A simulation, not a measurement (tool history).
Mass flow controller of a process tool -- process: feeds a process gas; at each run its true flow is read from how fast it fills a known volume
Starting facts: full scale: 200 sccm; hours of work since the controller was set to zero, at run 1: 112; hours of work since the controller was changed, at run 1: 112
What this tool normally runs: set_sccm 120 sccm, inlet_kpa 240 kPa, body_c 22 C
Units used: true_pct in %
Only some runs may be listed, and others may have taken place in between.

run,hour,set_sccm,inlet_kpa,body_c,hours of work since the controller was set to zero,hours of work since the controller was changed,true_pct
1,0.0,120,240,22,112,112,99.21
2,49.4,120,240,22,135,135,99.22
3,136.6,120,240,22,176,176,99.18
4,206.4,120,240,22,208,208,99.23
5,291.7,120,240,22,248,248,99.02
6,400.8,120,240,22,299,299,99.29
7,486.9,120,240,22,339,339,99.08
8,568.9,120,240,22,377,377,99.15
9,640.9,117,240,22,410,410,98.98
10,710.4,117,240,22,443,443,98.94
11,767.0,117,240,22,469,469,98.88
12,875.7,181,240,22,520,520,99.94
13,976.2,120,277,22,567,567,99.30
14,1069.7,120,234,22,610,610,98.95
15,1126.5,144,234,22,637,637,99.22
16,1227.8,192,240,22,684,684,100.02
17,1299.7,192,240,22,717,717,99.97
18,1382.8,120,240,24,756,756,98.63
19,1444.5,169,240,30,785,785,98.64
20,1537.5,120,225,26,828,828,98.35
21,1592.0,120,225,26,853,853,98.37
22,1701.5,151,224,29,904,904,98.29
23,1756.1,151,224,29,930,930,98.25
24,1850.8,120,156,32,974,974,97.22
25,1949.7,21,150,38,1020,1020,94.91
26,2026.0,21,150,38,1055,1055,94.87
27,2119.3,120,240,27,1099,1099,98.06
28,2189.0,162,190,27,1131,1131,98.40
29,2293.5,25,207,35,1180,1180,95.48
30,2350.2,25,207,34,1206,1206,95.57
# hour 2406.5: gauge calibrated
31,2415.8,120,192,21,1237,1237,99.14
32,2475.4,120,192,21,1265,1265,99.12
33,2541.4,95,237,26,1295,1295,98.28
34,2619.5,138,171,22,1332,1332,99.13
35,2702.0,138,171,22,1370,1370,99.14
36,2779.8,76,220,20,1406,1406,98.69

Measured result minus the same run's result without the hidden state. Both carry the same run-to-run variation, though not necessarily the same gauge scatter:
Unlogged tool condition in this case: flow at rest that the sensor doesn't see, % of full scale; true flow over the shown one, %; drift of the gauge itself on true_pct, %.
run,true_pct
1,+0.00
2,-0.02
3,-0.04
4,-0.07
5,-0.09
6,-0.12
7,-0.15
8,-0.17
9,-0.19
10,-0.22
11,-0.23
12,-0.27
13,-0.30
14,-0.32
15,-0.35
16,-0.38
17,-0.40
18,-0.43
19,-0.44
20,-0.46
21,-0.49
22,-0.52
23,-0.54
24,-0.55
25,-0.57
26,-0.59
27,-0.64
28,-0.67
29,-0.68
30,-0.69
31,-0.01
32,-0.02
33,-0.04
34,-0.06
35,-0.09
36,-0.11

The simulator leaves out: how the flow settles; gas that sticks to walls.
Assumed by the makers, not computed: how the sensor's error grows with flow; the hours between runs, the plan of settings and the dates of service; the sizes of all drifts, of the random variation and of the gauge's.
